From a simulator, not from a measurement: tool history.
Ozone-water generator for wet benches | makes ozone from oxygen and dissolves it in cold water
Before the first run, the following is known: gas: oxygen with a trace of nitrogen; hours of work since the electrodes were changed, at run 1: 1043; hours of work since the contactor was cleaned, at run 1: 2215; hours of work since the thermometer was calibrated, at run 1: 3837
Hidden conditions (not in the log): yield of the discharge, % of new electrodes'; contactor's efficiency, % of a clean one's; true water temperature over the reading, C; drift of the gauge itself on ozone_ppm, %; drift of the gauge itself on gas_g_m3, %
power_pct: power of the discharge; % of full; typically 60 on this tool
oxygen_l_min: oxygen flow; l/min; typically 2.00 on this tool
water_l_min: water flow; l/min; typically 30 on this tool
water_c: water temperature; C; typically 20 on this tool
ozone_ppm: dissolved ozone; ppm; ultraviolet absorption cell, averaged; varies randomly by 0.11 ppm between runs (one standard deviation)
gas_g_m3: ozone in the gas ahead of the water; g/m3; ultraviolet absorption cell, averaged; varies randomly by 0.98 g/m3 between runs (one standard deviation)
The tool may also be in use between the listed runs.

| run | hour | power_pct | oxygen_l_min | water_l_min | water_c | hours of work since the electrodes were changed | hours of work since the contactor was cleaned | hours of work since the thermometer was calibrated | ozone_ppm | gas_g_m3 |
|---|---|---|---|---|---|---|---|---|---|---|
| 1 | 0.0 | 60 | 2.00 | 30 | 20 | 1043 | 2215 | 3837 | 6.6 | 161.5 |
| 2 | 21.0 | 60 | 2.00 | 30 | 20 | 1057 | 2229 | 3851 | 6.7 | 159.0 |
| 3 | 58.4 | 60 | 2.00 | 30 | 20 | 1082 | 2254 | 3876 | 6.5 | 162.2 |
| 4 | 88.1 | 60 | 2.00 | 30 | 25 | 1102 | 2273 | 3896 | 6.2 | 162.9 |
| 5 | 112.8 | 60 | 2.00 | 30 | 25 | 1118 | 2290 | 3912 | 6.2 | 161.7 |
| 6 | 159.2 | 60 | 2.00 | 30 | 25 | 1149 | 2320 | 3943 | 6.3 | 160.9 |
| 7 | 196.7 | 56 | 3.08 | 30 | 12 | 1174 | 2345 | 3968 | 7.0 | 117.8 |
| 8 | 230.1 | 56 | 3.08 | 30 | 12 | 1196 | 2367 | 3990 | 6.6 | 117.2 |
| 9 | 271.4 | 78 | 1.95 | 20 | 14 | 1223 | 2395 | 4017 | 13.1 | 210.9 |
| 10 | 310.5 | 78 | 1.95 | 20 | 14 | 1249 | 2421 | 4043 | 12.8 | 208.0 |

What if the next run were any one of these 4? Each begins from the tool's condition after run 10:
| A | 346.4 | 94 | 1.40 | 30 | 20 | 1273 | 2444 | 4067 | ? | ? |
| B | 346.4 | 71 | 1.19 | 30 | 13 | 1273 | 2444 | 4067 | ? | ? |
| C | 346.4 | 78 | 1.87 | 35 | 14 | 1273 | 2444 | 4067 | ? | ? |
| D | 346.4 | 59 | 2.12 | 20 | 16 | 1273 | 2444 | 4067 | ? | ? |

| run | ozone_ppm | gas_g_m3 |
|---|---|---|
| A | 8.9 | 300.0 |
| B | 7.0 | 259.9 |
| C | 6.8 | 213.2 |
| D | 9.7 | 153.7 |
Without the tool's hidden state the same runs would have given:
| run | ozone_ppm | gas_g_m3 |
|---|---|---|
| A | 9.9 | 318.2 |
| B | 7.7 | 272.5 |
| C | 7.6 | 224.4 |
| D | 10.5 | 159.8 |
